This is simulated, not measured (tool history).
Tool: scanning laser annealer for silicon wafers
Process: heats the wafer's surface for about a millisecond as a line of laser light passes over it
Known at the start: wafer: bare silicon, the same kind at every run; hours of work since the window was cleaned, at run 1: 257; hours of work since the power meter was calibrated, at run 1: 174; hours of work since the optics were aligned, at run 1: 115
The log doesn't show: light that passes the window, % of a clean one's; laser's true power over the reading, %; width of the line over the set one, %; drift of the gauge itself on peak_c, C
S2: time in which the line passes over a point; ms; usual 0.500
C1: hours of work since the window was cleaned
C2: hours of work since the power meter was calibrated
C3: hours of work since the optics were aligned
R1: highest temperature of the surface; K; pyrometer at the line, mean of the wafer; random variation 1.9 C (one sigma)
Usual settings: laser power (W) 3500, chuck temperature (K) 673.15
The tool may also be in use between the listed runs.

Run 1, hour 0.0: usual settings; C1 257; C2 174; C3 115. Result: R1 1456.15 K.
Run 2, hour 24.8: usual settings; C1 268; C2 185; C3 125. Result: R1 1456.15 K.
Run 3, hour 40.1: usual settings but chuck temperature (K) 671.15; C1 274; C2 191; C3 132. Result: R1 1459.15 K.
Run 4, hour 50.8: usual settings but S2 0.449 ms; C1 279; C2 196; C3 136. Result: R1 1422.15 K.
Run 5, hour 61.4: usual settings but S2 0.449 ms; C1 283; C2 200; C3 140. Result: R1 1422.15 K.
Run 6, hour 82.8: usual settings but S2 0.449 ms; C1 292; C2 209; C3 149. Result: R1 1419.15 K.
Run 7, hour 101.7: usual settings but S2 0.449 ms; C1 300; C2 217; C3 157. Result: R1 1422.15 K.
Run 8, hour 112.8: usual settings but S2 0.449 ms; C1 304; C2 221; C3 162. Result: R1 1422.15 K.
Run 9, hour 123.0: usual settings but S2 0.449 ms; C1 309; C2 226; C3 166. Result: R1 1421.15 K.
Run 10, hour 145.6: usual settings but S2 0.449 ms; C1 318; C2 235; C3 176. Result: R1 1420.15 K.
Run 11, hour 158.6: usual settings; C1 324; C2 241; C3 181. Result: R1 1458.15 K.
Run 12, hour 177.5: usual settings; C1 331; C2 248; C3 189. Result: R1 1456.15 K.
Run 13, hour 189.2: usual settings but chuck temperature (K) 674.15; C1 336; C2 253; C3 194. Result: R1 1459.15 K.
Run 14, hour 201.8: usual settings but chuck temperature (K) 674.15; C1 342; C2 259; C3 199. Result: R1 1458.15 K.
Run 15, hour 217.4: usual settings but S2 0.390 ms; C1 348; C2 265; C3 206. Result: R1 1371.15 K.
Run 16, hour 241.3: usual settings but S2 0.390 ms; C1 358; C2 275; C3 216. Result: R1 1375.15 K.
Run 17, hour 262.6: usual settings but S2 0.381 ms; C1 367; C2 284; C3 224. Result: R1 1368.15 K.
Run 18, hour 272.6: usual settings but laser power (W) 3590, S2 0.381 ms; C1 371; C2 288; C3 229. Result: R1 1385.15 K.
Run 19, hour 287.1: usual settings but laser power (W) 3590, S2 0.381 ms; C1 377; C2 294; C3 235. Result: R1 1384.15 K.
Run 20, hour 300.9: usual settings but laser power (W) 3590, S2 0.381 ms; C1 383; C2 300; C3 240. Result: R1 1384.15 K.
Run 21, hour 324.7: usual settings but laser power (W) 3294, S2 0.518 ms, chuck temperature (K) 680.15; C1 393; C2 310; C3 250. Result: R1 1428.15 K.
Run 22, hour 348.2: usual settings but laser power (W) 3294, S2 0.518 ms, chuck temperature (K) 680.15; C1 403; C2 320; C3 260. Result: R1 1430.15 K.
Run 23, hour 363.9: usual settings but laser power (W) 3294, S2 0.518 ms, chuck temperature (K) 680.15; C1 409; C2 326; C3 267. Result: R1 1428.15 K.
Run 24, hour 379.1: usual settings but laser power (W) 3294, S2 0.518 ms, chuck temperature (K) 680.15; C1 416; C2 333; C3 273. Result: R1 1432.15 K.
Run 25, hour 399.5: usual settings but laser power (W) 3294, S2 0.481 ms, chuck temperature (K) 653.15; C1 424; C2 341; C3 282. Result: R1 1373.15 K.
Run 26, hour 419.4: usual settings but laser power (W) 3198, S2 0.381 ms, chuck temperature (K) 648.15; C1 432; C2 349; C3 290. Result: R1 1277.15 K.
Run 27, hour 436.6: usual settings but laser power (W) 3392, S2 0.381 ms, chuck temperature (K) 649.15; C1 440; C2 357; C3 297. Result: R1 1321.15 K.
Run 28, hour 454.0: usual settings but laser power (W) 3550, chuck temperature (K) 661.15; C1 447; C2 364; C3 304. Result: R1 1459.15 K.
Run 29, hour 469.5: usual settings but S2 0.513 ms, chuck temperature (K) 695.15; C1 453; C2 370; C3 311. Result: R1 1485.15 K.
Run 30, hour 492.9: usual settings but laser power (W) 3049, S2 0.513 ms, chuck temperature (K) 696.15; C1 463; C2 380; C3 321. Result: R1 1381.15 K.
Run 31, hour 503.2: usual settings but laser power (W) 3049, S2 0.513 ms, chuck temperature (K) 696.15; C1 467; C2 384; C3 325. Result: R1 1378.15 K.
Run 32, hour 523.5: usual settings but laser power (W) 3194, S2 0.355 ms, chuck temperature (K) 704.15; C1 476; C2 393; C3 333. Result: R1 1307.15 K.
Run 33, hour 540.4: usual settings but laser power (W) 3303, S2 0.361 ms, chuck temperature (K) 688.15; C1 483; C2 400; C3 340. Result: R1 1323.15 K.
Run 34, hour 553.7: usual settings but laser power (W) 3147, S2 0.534 ms, chuck temperature (K) 698.15; C1 488; C2 405; C3 346. Result: R1 1416.15 K.
Run 35, hour 574.2: usual settings but laser power (W) 3625, S2 0.534 ms, chuck temperature (K) 698.15; C1 497; C2 414; C3 354. Result: R1 1542.15 K.
Run 36, hour 597.9: usual settings but laser power (W) 3625, S2 0.534 ms, chuck temperature (K) 698.15; C1 507; C2 424; C3 364. Result: R1 1538.15 K.
Run 37, hour 615.3: usual settings but laser power (W) 3625, S2 0.534 ms, chuck temperature (K) 698.15; C1 514; C2 431; C3 372. Result: R1 1536.15 K.
Run 38, hour 634.5: usual settings but laser power (W) 3625, S2 0.534 ms, chuck temperature (K) 698.15; C1 522; C2 439; C3 380. Result: R1 1536.15 K.
At hour 647.5: window over the wafer cleaned.
Run 39, hour 655.1: usual settings but laser power (W) 3639, S2 0.534 ms, chuck temperature (K) 691.15; C1 3; C2 447; C3 387. Result: R1 1534.15 K.
Run 40, hour 673.5: usual settings but laser power (W) 3639, S2 0.534 ms, chuck temperature (K) 691.15; C1 11; C2 455; C3 395. Result: R1 1537.15 K.

Forecast each of these 4 alternatives for the next run:
Run A, hour 691.2: usual settings but chuck temperature (K) 650.15; C1 18; C2 462; C3 402. Result: R1 ?.
Run B, hour 691.2: usual settings but laser power (W) 3674, S2 0.534 ms, chuck temperature (K) 651.15; C1 18; C2 462; C3 402. Result: R1 ?.
Run C, hour 691.2: usual settings but laser power (W) 3316, S2 0.370 ms, chuck temperature (K) 704.15; C1 18; C2 462; C3 402. Result: R1 ?.
Run D, hour 691.2: usual settings but laser power (W) 3639, S2 0.571 ms, chuck temperature (K) 652.15; C1 18; C2 462; C3 402. Result: R1 ?.

run       R1
  A  1440.15
  B  1507.15
  C  1345.15
  D  1528.15
Without the tool's hidden state the same runs would have given:
run       R1
  A  1440.15
  B  1508.15
  C  1345.15
  D  1528.15
